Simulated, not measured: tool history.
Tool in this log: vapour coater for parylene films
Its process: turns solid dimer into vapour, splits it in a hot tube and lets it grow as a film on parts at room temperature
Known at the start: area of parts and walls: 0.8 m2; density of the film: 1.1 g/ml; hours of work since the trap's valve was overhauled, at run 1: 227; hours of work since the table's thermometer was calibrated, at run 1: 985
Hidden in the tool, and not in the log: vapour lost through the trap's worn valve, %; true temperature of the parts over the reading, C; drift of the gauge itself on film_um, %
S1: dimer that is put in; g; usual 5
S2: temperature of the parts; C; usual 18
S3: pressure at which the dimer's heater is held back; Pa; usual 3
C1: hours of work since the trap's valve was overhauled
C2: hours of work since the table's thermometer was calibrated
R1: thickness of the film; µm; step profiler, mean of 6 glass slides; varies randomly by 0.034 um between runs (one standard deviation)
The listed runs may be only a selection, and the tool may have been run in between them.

run 1 hour=0 | S1=5 S2=18 S3=3 | C1=227 C2=985 | R1=3.18
run 2 hour=54 | S1=5 S2=18 S3=3 | C1=257 C2=1016 | R1=3.15
run 3 hour=106.8 | S1=5 S2=18 S3=3 | C1=287 C2=1046 | R1=3.15
run 4 hour=156.7 | S1=5 S2=18 S3=3 | C1=315 C2=1074 | R1=3.15
run 5 hour=194.3 | S1=5 S2=18 S3=3 | C1=336 C2=1095 | R1=3.12
run 6 hour=275.6 | S1=5 S2=18 S3=3 | C1=382 C2=1141 | R1=3.11
run 7 hour=331.5 | S1=5 S2=18 S3=3 | C1=414 C2=1172 | R1=3.08
run 8 hour=402.3 | S1=3 S2=18 S3=3 | C1=454 C2=1212 | R1=1.82
run 9 hour=478.6 | S1=3 S2=18 S3=3 | C1=497 C2=1255 | R1=1.75
run 10 hour=549.5 | S1=3 S2=18 S3=3 | C1=537 C2=1295 | R1=1.74
run 11 hour=598.9 | S1=3 S2=18 S3=3 | C1=565 C2=1323 | R1=1.74
run 12 hour=637.6 | S1=3 S2=18 S3=3 | C1=586 C2=1345 | R1=1.77
run 13 hour=697.6 | S1=5 S2=18 S3=7.15 | C1=620 C2=1379 | R1=2.67
run 14 hour=762.9 | S1=5 S2=24 S3=3 | C1=657 C2=1416 | R1=2.42
-- hour=822.1 trap's valve overhauled
run 15 hour=822.1 | S1=5 S2=24 S3=6.01 | C1=0 C2=1447 | R1=2.7
run 16 hour=866.9 | S1=5 S2=24 S3=6.01 | C1=25 C2=1472 | R1=2.65
run 17 hour=927 | S1=5 S2=24 S3=6.01 | C1=59 C2=1506 | R1=2.65
run 18 hour=1013 | S1=5 S2=18 S3=3.07 | C1=108 C2=1555 | R1=3.23
run 19 hour=1091.2 | S1=5 S2=11 S3=3 | C1=152 C2=1599 | R1=3.98
run 20 hour=1139.8 | S1=5 S2=15 S3=3 | C1=179 C2=1626 | R1=3.48
run 21 hour=1223.3 | S1=5 S2=15 S3=3 | C1=226 C2=1673 | R1=3.48
run 22 hour=1296.8 | S1=5 S2=15 S3=3 | C1=268 C2=1715 | R1=3.45
run 23 hour=1344.6 | S1=5 S2=15 S3=3 | C1=295 C2=1742 | R1=3.42
run 24 hour=1379.6 | S1=5 S2=14 S3=3 | C1=315 C2=1761 | R1=3.56
run 25 hour=1448.2 | S1=5 S2=14 S3=3 | C1=353 C2=1800 | R1=3.5
run 26 hour=1501.5 | S1=4 S2=14 S3=8.58 | C1=383 C2=1830 | R1=2.58
run 27 hour=1545.1 | S1=2 S2=19 S3=5.67 | C1=408 C2=1855 | R1=1.17
run 28 hour=1620 | S1=3 S2=12 S3=3 | C1=450 C2=1897 | R1=2.17
run 29 hour=1691.2 | S1=3 S2=12 S3=3 | C1=490 C2=1937 | R1=2.14
run 30 hour=1766.5 | S1=2 S2=24 S3=4.69 | C1=533 C2=1980 | R1=0.96
run 31 hour=1834.9 | S1=4 S2=19 S3=5.12 | C1=571 C2=2018 | R1=2.2
run 32 hour=1908.8 | S1=9 S2=18 S3=6.74 | C1=613 C2=2060 | R1=4.89
run 33 hour=1979.9 | S1=4 S2=13 S3=10.86 | C1=653 C2=2100 | R1=2.5
-- hour=2006.3 table's thermometer calibrated
run 34 hour=2029.7 | S1=4 S2=14 S3=4.23 | C1=681 C2=13 | R1=2.55
-- hour=2045.6 trap's valve overhauled
run 35 hour=2083 | S1=5 S2=18 S3=11.48 | C1=21 C2=41 | R1=3.11

Run 36, settings as shown, results not yet in. Your forecast:
run 36 hour=2133.5 | S1=2 S2=18 S3=3 | C1=50 C2=69 | R1=?

For run 36 the tool returned R1 1.35 µm.
The same run, on a tool lacking any hidden state, would have yielded R1 1.37 µm.
